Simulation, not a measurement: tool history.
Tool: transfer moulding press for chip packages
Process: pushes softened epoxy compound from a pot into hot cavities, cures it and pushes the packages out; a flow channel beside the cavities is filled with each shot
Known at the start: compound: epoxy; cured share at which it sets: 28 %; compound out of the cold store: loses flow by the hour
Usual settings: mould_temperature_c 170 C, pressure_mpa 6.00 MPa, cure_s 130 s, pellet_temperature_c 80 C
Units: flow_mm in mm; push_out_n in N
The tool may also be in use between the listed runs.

run,hour,mould_temperature_c,pressure_mpa,cure_s,pellet_temperature_c,incoming compound's hours out of the cold store,flow_mm,push_out_n
1,0.0,170,6.00,130,80,13.7,647,638
2,18.8,170,6.00,130,80,11.4,649,708
# hour 31.0: cavities cleaned with cleaning compound and waxed
3,40.5,167,6.00,130,80,37.8,550,531
4,57.3,167,6.00,130,80,8.1,673,717
5,68.5,167,6.00,130,80,31.5,569,688
6,85.6,167,6.00,130,80,27.5,591,762
# hour 95.4: cavities cleaned with cleaning compound and waxed
7,100.6,167,6.00,130,80,19.3,621,528
8,110.4,167,6.00,130,80,34.4,561,581
9,126.8,170,6.00,117,80,44.7,528,648
10,147.9,170,6.00,130,80,20.0,617,674
# hour 160.9: cavities cleaned with cleaning compound and waxed
11,170.7,171,7.03,134,80,8.9,709,445
12,191.0,171,7.03,134,80,17.8,670,547
13,199.9,171,7.03,134,80,25.8,634,587
14,211.5,171,6.00,130,80,17.7,615,636
# hour 224.8: cavities cleaned with cleaning compound and waxed
15,225.3,176,6.81,111,84,42.8,545,371
16,238.7,176,6.81,111,84,34.5,568,474
17,253.9,176,6.81,111,84,45.3,531,548
18,270.0,170,6.24,121,87,47.7,514,677
# hour 288.5: cavities cleaned with cleaning compound and waxed
19,288.8,170,6.24,121,87,39.6,542,425

Forecast each of these 5 alternatives for the next run:
A,300.5,170,7.46,158,81,9.1,?,?
B,300.5,166,6.00,130,75,46.2,?,?
C,300.5,167,6.44,130,75,27.2,?,?
D,300.5,176,6.56,121,82,31.3,?,?
E,300.5,169,4.59,139,80,24.3,?,?

run,flow_mm,push_out_n
A,723,397
B,521,528
C,607,566
D,574,423
E,518,463
Without the tool's hidden state the same runs would have given:
run,flow_mm,push_out_n
A,749,328
B,541,437
C,629,468
D,595,348
E,538,384
